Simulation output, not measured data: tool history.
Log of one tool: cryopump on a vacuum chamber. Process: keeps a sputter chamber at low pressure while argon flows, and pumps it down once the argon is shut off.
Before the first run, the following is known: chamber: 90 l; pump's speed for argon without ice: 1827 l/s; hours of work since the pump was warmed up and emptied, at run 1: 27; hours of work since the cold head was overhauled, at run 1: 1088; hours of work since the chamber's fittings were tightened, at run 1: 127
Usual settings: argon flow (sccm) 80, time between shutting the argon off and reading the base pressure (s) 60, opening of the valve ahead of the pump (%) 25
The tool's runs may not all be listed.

run,day,argon flow (sccm),time between shutting the argon off and reading the base pressure (s),opening of the valve ahead of the pump (%),hours of work since the pump was warmed up and emptied,hours of work since the cold head was overhauled,hours of work since the chamber's fittings were tightened,pressure while argon flows (Pa),pressure after the wait (uPa)
1,0.000,80,60,25,27,1088,127,0.2987,1.49
2,1.396,80,60,25,54,1114,153,0.3014,1.46
3,2.775,80,136,25,79,1140,179,0.3027,0.86
4,4.975,80,60,54,120,1181,220,0.1516,1.62
5,7.233,80,60,54,163,1223,262,0.1574,1.57
6,9.629,80,60,54,207,1268,307,0.1623,1.64
7,10.942,80,60,25,232,1292,332,0.3254,1.65
8,12.133,80,60,25,254,1315,354,0.3315,1.70
9,14.467,80,60,25,298,1358,397,0.3371,1.77
# day 15.021: pump warmed up, emptied and cooled again
10,16.079,80,60,25,20,1384,424,0.2988,1.58
11,18.608,80,60,25,67,1432,471,0.3023,1.68
12,20.162,80,60,25,96,1461,500,0.3085,1.61
13,22.629,132,60,25,142,1507,546,0.5123,1.73
14,24.133,132,60,25,170,1535,574,0.5245,1.71
15,25.667,80,60,25,199,1564,603,0.3201,1.78
16,27.596,80,60,25,235,1600,639,0.3258,1.83
17,29.717,35,60,25,275,1639,679,0.1446,1.90
18,30.996,107,83,25,299,1663,702,0.4505,1.56
# day 31.504: pump warmed up, emptied and cooled again
19,33.388,107,30,25,35,1704,743,0.4038,2.93
20,35.508,107,30,25,75,1744,783,0.4070,2.99
21,37.854,43,218,17,119,1787,827,0.2408,0.87
22,39.604,43,207,50,151,1820,859,0.0889,0.97
23,42.433,80,30,16,204,1873,912,0.4888,3.24
24,44.812,80,30,16,249,1917,957,0.4969,3.17
25,47.438,80,30,16,298,1966,1006,0.4998,3.44
# day 47.900: pump warmed up, emptied and cooled again
26,50.004,89,299,30,39,2011,1050,0.2799,0.89
27,51.717,89,299,30,71,2043,1082,0.2844,0.84
28,54.283,80,248,17,119,2091,1130,0.4478,0.99
29,55.975,51,76,15,151,2122,1161,0.3238,1.74
30,57.804,85,119,25,185,2156,1196,0.3353,1.43
31,59.271,128,28,37,213,2184,1223,0.3560,3.60
32,61.125,128,28,37,247,2218,1258,0.3661,3.59
33,63.017,140,28,37,283,2254,1293,0.4127,3.79
# day 64.367: pump warmed up, emptied and cooled again
34,65.217,39,100,57,16,2291,1330,0.0650,1.46

Measured result minus the same run's result without the hidden state. Both carry the same run-to-run variation, though not necessarily the same gauge scatter:
What the log doesn't record here: pump's speed, % of a pump's without ice; cold plate's temperature, K; leak into the chamber, uPa l/s; drift of the gauge itself on working_pa, %; drift of the gauge itself on base_upa, %.
run,pressure while argon flows (Pa),pressure after the wait (uPa)
1,+0.0035,+0.06
2,+0.0061,+0.07
3,+0.0084,+0.10
4,+0.0131,+0.13
5,+0.0183,+0.16
6,+0.0249,+0.21
7,+0.0286,+0.23
8,+0.0329,+0.26
9,+0.0410,+0.32
10,+0.0033,+0.17
11,+0.0077,+0.21
12,+0.0109,+0.23
13,+0.0267,+0.29
14,+0.0321,+0.31
15,+0.0229,+0.34
16,+0.0290,+0.40
17,+0.0157,+0.46
18,+0.0531,+0.50
19,+0.0059,+0.30
20,+0.0112,+0.34
21,+0.0071,+0.40
22,+0.0094,+0.45
23,+0.0249,+0.51
24,+0.0322,+0.57
25,+0.0408,+0.69
26,+0.0050,+0.43
27,+0.0086,+0.47
28,+0.0128,+0.52
29,+0.0105,+0.57
30,+0.0219,+0.62
31,+0.0386,+0.67
32,+0.0466,+0.72
33,+0.0617,+0.82
34,+0.0014,+0.53
